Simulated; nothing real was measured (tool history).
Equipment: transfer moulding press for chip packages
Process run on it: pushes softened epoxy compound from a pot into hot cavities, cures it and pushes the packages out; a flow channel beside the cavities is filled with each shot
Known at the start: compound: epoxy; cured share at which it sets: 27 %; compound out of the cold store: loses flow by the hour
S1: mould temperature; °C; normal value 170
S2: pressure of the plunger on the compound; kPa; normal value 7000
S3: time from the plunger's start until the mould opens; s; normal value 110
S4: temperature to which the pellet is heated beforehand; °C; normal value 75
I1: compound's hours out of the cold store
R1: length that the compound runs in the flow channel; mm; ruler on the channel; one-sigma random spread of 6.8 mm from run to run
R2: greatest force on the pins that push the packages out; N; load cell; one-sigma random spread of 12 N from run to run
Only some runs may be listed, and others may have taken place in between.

Run 1, hour 0: usual settings; I1 13.8. Result: R1 930 mm, R2 864 N.
Run 2, hour 6.1: usual settings; I1 34.4. Result: R1 795 mm, R2 818 N.
At hour 15.8: cavities cleaned with cleaning compound and waxed.
Run 3, hour 16.1: usual settings; I1 37.6. Result: R1 788 mm, R2 556 N.
Run 4, hour 23.6: usual settings; I1 16.1. Result: R1 907 mm, R2 625 N.
Run 5, hour 31.9: usual settings; I1 16. Result: R1 899 mm, R2 675 N.
Run 6, hour 36.6: usual settings; I1 8.8. Result: R1 951 mm, R2 699 N.
Run 7, hour 46.1: usual settings; I1 39.2. Result: R1 761 mm, R2 673 N.
Run 8, hour 55: usual settings but S3 126 s; I1 11.9. Result: R1 931 mm, R2 607 N.
Run 9, hour 62.3: usual settings but S3 126 s; I1 17. Result: R1 894 mm, R2 648 N.
Run 10, hour 68.5: usual settings but S3 126 s; I1 44.1. Result: R1 732 mm, R2 631 N.
Run 11, hour 76.3: usual settings; I1 45.6. Result: R1 727 mm, R2 733 N.
Run 12, hour 84.4: usual settings; I1 23. Result: R1 856 mm, R2 825 N.
Run 13, hour 91.1: usual settings; I1 36. Result: R1 781 mm, R2 786 N.
Run 14, hour 99.5: usual settings but S4 73 °C; I1 27.4. Result: R1 830 mm, R2 843 N.
At hour 104.1: plunger's sealing rings changed.
At hour 107.8: cavities cleaned with cleaning compound and waxed.
Run 15, hour 110.4: usual settings but S1 176 °C, S2 7070 kPa, S3 97 s, S4 73 °C; I1 46.3. Result: R1 765 mm, R2 497 N.
Run 16, hour 116.7: usual settings but S1 163 °C, S3 128 s, S4 79 °C; I1 43.1. Result: R1 826 mm, R2 708 N.
Run 17, hour 122.4: usual settings but S1 163 °C, S2 6540 kPa, S3 98 s, S4 82 °C; I1 30.9. Result: R1 875 mm, R2 1258 N.
Run 18, hour 131.7: usual settings but S1 164 °C, S2 6540 kPa, S3 98 s, S4 82 °C; I1 27.8. Result: R1 878 mm, R2 1265 N.
Run 19, hour 136.4: usual settings but S1 167 °C, S2 7420 kPa, S4 69 °C; I1 38. Result: R1 865 mm, R2 855 N.
Run 20, hour 142.4: usual settings but S1 173 °C, S2 7550 kPa, S3 148 s, S4 69 °C; I1 23.8. Result: R1 935 mm, R2 523 N.
Run 21, hour 151.8: usual settings but S1 176 °C, S2 7350 kPa, S4 77 °C; I1 38.9. Result: R1 831 mm, R2 578 N.
Run 22, hour 158.9: usual settings but S1 175 °C, S2 7350 kPa, S4 77 °C; I1 19.9. Result: R1 934 mm, R2 603 N.
Run 23, hour 167.6: usual settings but S1 177 °C, S2 6690 kPa, S3 103 s, S4 77 °C; I1 32.3. Result: R1 812 mm, R2 657 N.
Run 24, hour 177.2: usual settings but S2 8190 kPa, S3 102 s; I1 41.8. Result: R1 853 mm, R2 956 N.
Run 25, hour 182.8: usual settings but S1 172 °C, S2 5590 kPa, S3 93 s; I1 12.3. Result: R1 868 mm, R2 1086 N.
Run 26, hour 189.8: usual settings but S2 5690 kPa, S4 84 °C; I1 40.9. Result: R1 722 mm, R2 782 N.
Run 27, hour 193.7: usual settings but S1 167 °C, S2 5690 kPa, S3 101 s, S4 84 °C; I1 44.6. Result: R1 721 mm, R2 1116 N.
At hour 197.6: cavities cleaned with cleaning compound and waxed.
Run 28, hour 202.7: usual settings but S1 167 °C, S2 6080 kPa, S3 101 s, S4 76 °C; I1 46.3. Result: R1 731 mm, R2 802 N.

Pick out some run-to-run changes in R1. Of each, how much would a tool without hidden state show as well, from the settings, what came in and chance, and how much is left for the hidden state and any gauge scatter not in both results compared?
Hidden conditions of the tool in this case: true mould temperature over the reading, C; pressure that reaches the compound, % of what is set; grip of the stained cavities, % over clean ones'; drift of the gauge itself on flow_mm, %; drift of the gauge itself on push_out_n, %.
Run 6 -> 7: nothing adjusted, nothing logged. R1 -190 mm: hidden state +12, all else -202.
Run 7 -> 8: S3 110 -> 126. R1 +170 mm: hidden state -14, all else +184.
Run 14 -> 15: S1 170 -> 176, S2 7000 -> 7070, S3 110 -> 97, plunger's sealing rings changed, cavities cleaned with cleaning compound and waxed. R1 -65 mm: hidden state +66, all else -131.
